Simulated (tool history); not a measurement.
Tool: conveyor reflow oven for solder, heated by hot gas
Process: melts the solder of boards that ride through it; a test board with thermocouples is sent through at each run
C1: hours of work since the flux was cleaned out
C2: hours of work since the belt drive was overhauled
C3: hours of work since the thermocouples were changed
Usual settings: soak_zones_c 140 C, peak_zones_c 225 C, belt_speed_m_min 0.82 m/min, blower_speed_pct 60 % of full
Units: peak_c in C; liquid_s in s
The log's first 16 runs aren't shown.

run 17 day=25.221 | soak_zones_c=140 peak_zones_c=225 belt_speed_m_min=0.961 blower_speed_pct=60 | C1=58 C2=22 C3=651 | peak_c=202.1 liquid_s=27.2
run 18 day=26.2 | soak_zones_c=140 peak_zones_c=225 belt_speed_m_min=0.808 blower_speed_pct=60 | C1=71 C2=35 C3=664 | peak_c=208.7 liquid_s=40.1
run 19 day=28.146 | soak_zones_c=146 peak_zones_c=216 belt_speed_m_min=0.826 blower_speed_pct=60 | C1=97 C2=62 C3=690 | peak_c=201.8 liquid_s=34.4
-- day=29.592 belt drive overhauled, speed set with a stopwatch, once more
run 20 day=29.933 | soak_zones_c=146 peak_zones_c=216 belt_speed_m_min=0.826 blower_speed_pct=60 | C1=119 C2=5 C3=712 | peak_c=201.2 liquid_s=31.5
run 21 day=31.804 | soak_zones_c=145 peak_zones_c=223 belt_speed_m_min=0.944 blower_speed_pct=60 | C1=144 C2=30 C3=738 | peak_c=201 liquid_s=27.7
run 22 day=33.104 | soak_zones_c=130 peak_zones_c=225 belt_speed_m_min=0.934 blower_speed_pct=60 | C1=162 C2=47 C3=755 | peak_c=199.2 liquid_s=21.3
run 23 day=34.242 | soak_zones_c=130 peak_zones_c=218 belt_speed_m_min=0.732 blower_speed_pct=66 | C1=177 C2=63 C3=771 | peak_c=204.7 liquid_s=36.5
run 24 day=35.879 | soak_zones_c=130 peak_zones_c=218 belt_speed_m_min=0.732 blower_speed_pct=66 | C1=199 C2=85 C3=793 | peak_c=204.7 liquid_s=37.4
run 25 day=38.012 | soak_zones_c=154 peak_zones_c=218 belt_speed_m_min=0.732 blower_speed_pct=69 | C1=228 C2=114 C3=822 | peak_c=209.6 liquid_s=51.1
run 26 day=39.125 | soak_zones_c=140 peak_zones_c=222 belt_speed_m_min=0.82 blower_speed_pct=72 | C1=243 C2=129 C3=837 | peak_c=208.8 liquid_s=38.3
run 27 day=41.262 | soak_zones_c=129 peak_zones_c=222 belt_speed_m_min=0.874 blower_speed_pct=72 | C1=272 C2=158 C3=865 | peak_c=203.8 liquid_s=28.7
run 28 day=42.158 | soak_zones_c=140 peak_zones_c=225 belt_speed_m_min=0.82 blower_speed_pct=54 | C1=284 C2=170 C3=878 | peak_c=203.5 liquid_s=32.6
run 29 day=43.883 | soak_zones_c=140 peak_zones_c=225 belt_speed_m_min=0.82 blower_speed_pct=54 | C1=307 C2=193 C3=901 | peak_c=204.1 liquid_s=32.4
run 30 day=45.925 | soak_zones_c=139 peak_zones_c=217 belt_speed_m_min=0.81 blower_speed_pct=62 | C1=335 C2=221 C3=928 | peak_c=201.3 liquid_s=31
run 31 day=47.712 | soak_zones_c=139 peak_zones_c=217 belt_speed_m_min=0.81 blower_speed_pct=62 | C1=359 C2=245 C3=953 | peak_c=201.4 liquid_s=31.1
run 32 day=49.758 | soak_zones_c=146 peak_zones_c=220 belt_speed_m_min=0.814 blower_speed_pct=62 | C1=387 C2=272 C3=980 | peak_c=205.2 liquid_s=36.8

3 ways to go on from here, each from the tool as it stands after run 32. What would each give?
run A day=51.354 | soak_zones_c=154 peak_zones_c=219 belt_speed_m_min=0.878 blower_speed_pct=62 | C1=408 C2=294 C3=1002 | peak_c=? liquid_s=?
run B day=51.354 | soak_zones_c=146 peak_zones_c=220 belt_speed_m_min=0.814 blower_speed_pct=51 | C1=408 C2=294 C3=1002 | peak_c=? liquid_s=?
run C day=51.354 | soak_zones_c=152 peak_zones_c=233 belt_speed_m_min=0.82 blower_speed_pct=64 | C1=408 C2=294 C3=1002 | peak_c=? liquid_s=?

run=A peak_c=203.4 liquid_s=35.3
run=B peak_c=201.1 liquid_s=31.6
run=C peak_c=217.6 liquid_s=47.9
Without the tool's hidden state the same runs would have given:
run=A peak_c=201.8 liquid_s=34.1
run=B peak_c=199.3 liquid_s=29.8
run=C peak_c=215.9 liquid_s=46.8

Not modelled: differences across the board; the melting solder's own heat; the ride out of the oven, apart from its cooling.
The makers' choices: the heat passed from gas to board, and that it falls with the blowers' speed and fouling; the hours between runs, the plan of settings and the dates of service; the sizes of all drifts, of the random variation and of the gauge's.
